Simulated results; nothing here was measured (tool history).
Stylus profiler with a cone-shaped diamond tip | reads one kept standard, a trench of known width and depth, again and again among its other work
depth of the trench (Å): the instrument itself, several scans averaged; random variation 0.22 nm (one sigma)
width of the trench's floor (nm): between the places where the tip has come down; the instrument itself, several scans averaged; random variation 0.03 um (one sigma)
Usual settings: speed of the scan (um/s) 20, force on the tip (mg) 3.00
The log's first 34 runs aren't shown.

run   hour  speed of the scan (um/s)  force on the tip (mg)  scans with this tip  hours of work since the height scale was calibrated  depth of the trench (Å)  width of the trench's floor (nm)
 35  436.4                        16                   4.13                 5440                                                  465                  10060.0                             45180
 36  449.0                        13                   3.26                 5515                                                  471                  10049.0                             45110
 37  457.4                        13                   3.26                 5565                                                  476                  10052.9                             45180
 38  472.9                        22                   3.22                 5658                                                  484                  10046.3                             45090
 39  482.2                        10                   2.27                 5714                                                  488                  10036.7                             45150
 40  496.9                        14                   1.38                 5802                                                  496                  10017.6                             45100
 41  510.3                        12                   3.00                 5883                                                  503                  10044.0                             45100
 42  523.4                        33                   1.28                 5961                                                  510                  10015.1                             44980
 43  534.4                         7                   3.42                 6027                                                  515                  10049.6                             45020
 44  550.1                        20                   2.93                 6121                                                  523                  10045.5                             45030
 45  565.8                         6                   1.29                 6215                                                  531                  10009.5                             45020

4 ways to go on from here, each from the tool as it stands after run 45. What would each give?
  A  577.2                        51                   1.29                 6283                                                  537                        ?                                 ?
  B  577.2                         7                   1.06                 6283                                                  537                        ?                                 ?
  C  577.2                        46                   1.89                 6283                                                  537                        ?                                 ?
  D  577.2                        46                   1.12                 6283                                                  537                        ?                                 ?

run  depth of the trench (Å)  width of the trench's floor (nm)
  A                  10012.8                             44890
  B                  10008.6                             44970
  C                  10025.9                             44910
  D                  10012.3                             44860
Without the tool's hidden state the same runs would have given:
run  depth of the trench (Å)  width of the trench's floor (nm)
  A                  10037.5                             46400
  B                  10033.2                             46480
  C                  10050.7                             46420
  D                  10037.0                             46370

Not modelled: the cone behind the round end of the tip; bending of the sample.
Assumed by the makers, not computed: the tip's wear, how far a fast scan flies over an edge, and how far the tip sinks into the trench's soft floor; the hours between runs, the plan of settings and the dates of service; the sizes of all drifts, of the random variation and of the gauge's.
